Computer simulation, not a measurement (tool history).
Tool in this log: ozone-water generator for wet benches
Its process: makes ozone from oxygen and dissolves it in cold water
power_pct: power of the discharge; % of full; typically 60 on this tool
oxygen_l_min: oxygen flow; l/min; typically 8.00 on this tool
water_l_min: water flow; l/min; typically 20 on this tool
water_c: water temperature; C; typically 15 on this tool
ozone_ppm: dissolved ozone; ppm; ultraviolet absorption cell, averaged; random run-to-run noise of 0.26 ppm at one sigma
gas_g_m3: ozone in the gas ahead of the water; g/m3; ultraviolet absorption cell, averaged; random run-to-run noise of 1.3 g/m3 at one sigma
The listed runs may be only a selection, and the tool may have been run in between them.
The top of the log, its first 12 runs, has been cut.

| run | day | power_pct | oxygen_l_min | water_l_min | water_c | hours of work since the electrodes were changed | hours of work since the contactor was cleaned | hours of work since the thermometer was calibrated | ozone_ppm | gas_g_m3 |
|---|---|---|---|---|---|---|---|---|---|---|
| 13 | 26.721 | 60 | 8.00 | 20 | 15 | 3365 | 4949 | 5500 | 36.8 | 234.7 |
| 14 | 28.308 | 60 | 8.00 | 20 | 15 | 3401 | 4985 | 5536 | 36.4 | 235.4 |
| 15 | 31.088 | 68 | 8.00 | 20 | 15 | 3463 | 5048 | 5598 | 40.6 | 262.5 |
| 16 | 32.400 | 68 | 8.00 | 24 | 15 | 3493 | 5077 | 5628 | 35.9 | 262.0 |
| 17 | 34.671 | 94 | 14.24 | 24 | 15 | 3544 | 5128 | 5679 | 44.9 | 252.0 |
| 18 | 36.367 | 50 | 4.51 | 13 | 16 | 3582 | 5167 | 5718 | 41.1 | 272.2 |
| 19 | 39.092 | 60 | 8.00 | 17 | 10 | 3644 | 5228 | 5779 | 42.9 | 237.4 |
| 20 | 40.404 | 91 | 4.19 | 14 | 10 | 3673 | 5258 | 5809 | 71.3 | 474.2 |
| 21 | 41.804 | 91 | 4.19 | 14 | 10 | 3705 | 5289 | 5840 | 71.3 | 478.0 |
|  | 43.062 | water thermometer calibrated |
| 22 | 44.088 | 91 | 4.19 | 14 | 16 | 3756 | 5340 | 23 | 65.8 | 473.2 |
| 23 | 46.067 | 91 | 4.19 | 14 | 16 | 3801 | 5385 | 68 | 65.8 | 474.8 |
| 24 | 48.538 | 91 | 4.19 | 14 | 16 | 3856 | 5441 | 124 | 65.6 | 475.2 |
| 25 | 50.100 | 76 | 9.26 | 31 | 13 | 3892 | 5476 | 159 | 34.4 | 265.6 |
| 26 | 52.042 | 44 | 11.91 | 31 | 13 | 3935 | 5520 | 202 | 21.5 | 144.4 |
| 27 | 53.362 | 60 | 6.82 | 15 | 17 | 3965 | 5549 | 232 | 41.6 | 255.0 |
| 28 | 54.746 | 60 | 4.49 | 20 | 13 | 3996 | 5581 | 263 | 36.9 | 318.4 |
| 29 | 56.788 | 59 | 6.19 | 19 | 13 | 4042 | 5627 | 310 | 38.8 | 264.4 |
| 30 | 58.679 | 60 | 8.00 | 24 | 10 | 4085 | 5669 | 352 | 34.8 | 232.0 |
| 31 | 61.550 | 60 | 8.00 | 24 | 10 | 4150 | 5734 | 417 | 34.8 | 232.2 |

Below are 3 alternative next runs, each starting from the tool's condition after run 31. Predict each:
| A | 63.467 | 60 | 7.30 | 22 | 8 | 4193 | 5777 | 460 | ? | ? |
| B | 63.467 | 60 | 5.75 | 20 | 8 | 4193 | 5777 | 460 | ? | ? |
| C | 63.467 | 60 | 8.00 | 13 | 11 | 4193 | 5777 | 460 | ? | ? |

| run | ozone_ppm | gas_g_m3 |
|---|---|---|
| A | 37.6 | 247.1 |
| B | 41.0 | 279.4 |
| C | 48.8 | 233.8 |
Had the tool no hidden state, the same runs would have come out as:
| run | ozone_ppm | gas_g_m3 |
|---|---|---|
| A | 40.9 | 257.7 |
| B | 44.5 | 291.4 |
| C | 52.6 | 243.8 |
